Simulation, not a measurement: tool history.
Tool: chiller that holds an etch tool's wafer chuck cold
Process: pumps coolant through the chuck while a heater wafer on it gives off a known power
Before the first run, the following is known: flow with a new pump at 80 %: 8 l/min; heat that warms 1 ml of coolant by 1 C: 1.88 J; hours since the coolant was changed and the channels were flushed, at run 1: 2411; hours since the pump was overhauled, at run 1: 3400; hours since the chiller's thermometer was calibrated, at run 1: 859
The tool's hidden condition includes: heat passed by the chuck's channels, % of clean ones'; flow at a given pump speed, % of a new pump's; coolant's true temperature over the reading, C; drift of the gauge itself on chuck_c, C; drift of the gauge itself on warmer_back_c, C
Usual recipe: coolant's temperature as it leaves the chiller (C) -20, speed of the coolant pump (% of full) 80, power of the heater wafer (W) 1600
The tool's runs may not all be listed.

run	day	coolant's temperature as it leaves the chiller (C)	speed of the coolant pump (% of full)	power of the heater wafer (W)	hours since the coolant was changed and the channels were flushed	hours since the pump was overhauled	hours since the chiller's thermometer was calibrated	chuck's temperature once it has settled (C)	how much warmer the coolant comes back (C)
1	0	-20	80	1600	2411	3400	859	-6.2	6.39
2	3.812	-21	80	1600	2502	3492	951	-7	6.38
3	7.438	-21	80	1600	2589	3579	1038	-6.9	6.36
4	12.938	-20	80	1600	2721	3711	1170	-6	6.3
5	17.808	-20	80	1600	2838	3828	1287	-6.1	6.34
6	22.9	-20	80	1600	2960	3950	1409	-6	6.37
7	26.592	-20	80	1600	3049	4038	1497	-5.9	6.31
8	33.362	-20	85	1600	3211	4201	1660	-6.5	5.95
9	38.354	-20	97	1600	3331	4321	1780	-7.4	5.15
10	41.642	-20	80	1248	3410	4400	1859	-9.2	4.86
11	46.325	-20	80	1248	3522	4512	1971	-9.1	4.9
12	51.362	-26	80	1600	3643	4633	2092	-12.2	6.33
13	57.325	-26	80	1600	3786	4776	2235	-12	6.25
14	62.396	-26	80	1600	3908	4898	2357	-12	6.25
15	68.933	-26	80	1600	4065	5055	2514	-12	6.29
# day 70.767: coolant changed, channels flushed
16	75	-26	80	1600	102	5194	2653	-12	6.26
17	82.421	-21	79	1600	280	5372	2831	-7.1	6.25
18	87.375	-21	79	1600	399	5491	2950	-6.9	6.29
19	92.533	-17	70	1405	522	5615	3074	-3.8	6.16
20	97.996	-17	70	1405	654	5746	3205	-3.6	6.19
21	104.592	-17	70	1405	812	5904	3363	-3.5	6.17
22	108.321	-17	70	1405	901	5994	3453	-3.6	6.19
23	112.575	-23	92	1405	1003	6096	3555	-11.8	4.57
24	116.546	-23	76	978	1099	6191	3650	-14.2	3.89
25	123.129	-23	76	978	1257	6349	3808	-14.2	3.83
26	127.7	-23	76	978	1366	6459	3918	-14	3.91
# day 131.825: gauge calibrated
27	133.267	-12	75	1600	1500	6593	4052	2.7	6.86
28	138.842	-12	75	1600	1634	6726	4185	2.6	6.82
29	143.442	-12	75	808	1744	6837	4296	-4.7	3.45
30	149.942	-28	64	2346	1900	6993	4452	-4.2	11.68
# day 155.633: coolant pump overhauled
31	155.633	-28	64	2346	2032	0	4583	-4.4	11.69

Alternative continuations, all from the tool just after run 31; predict every row:
A	159.054	-20	100	1860	2114	82	4666	?	?
B	159.054	-17	80	1749	2114	82	4666	?	?
C	159.054	-13	64	2346	2114	82	4666	?	?
D	159.054	-28	82	1375	2114	82	4666	?	?

run	chuck's temperature once it has settled (C)	how much warmer the coolant comes back (C)
A	-6	5.89
B	-1.6	6.96
C	10.6	11.71
D	-16.3	5.25
With no hidden state in the tool, these same runs would have given:
run	chuck's temperature once it has settled (C)	how much warmer the coolant comes back (C)
A	-6	5.95
B	-1.6	7.02
C	10.6	11.77
D	-16.3	5.31
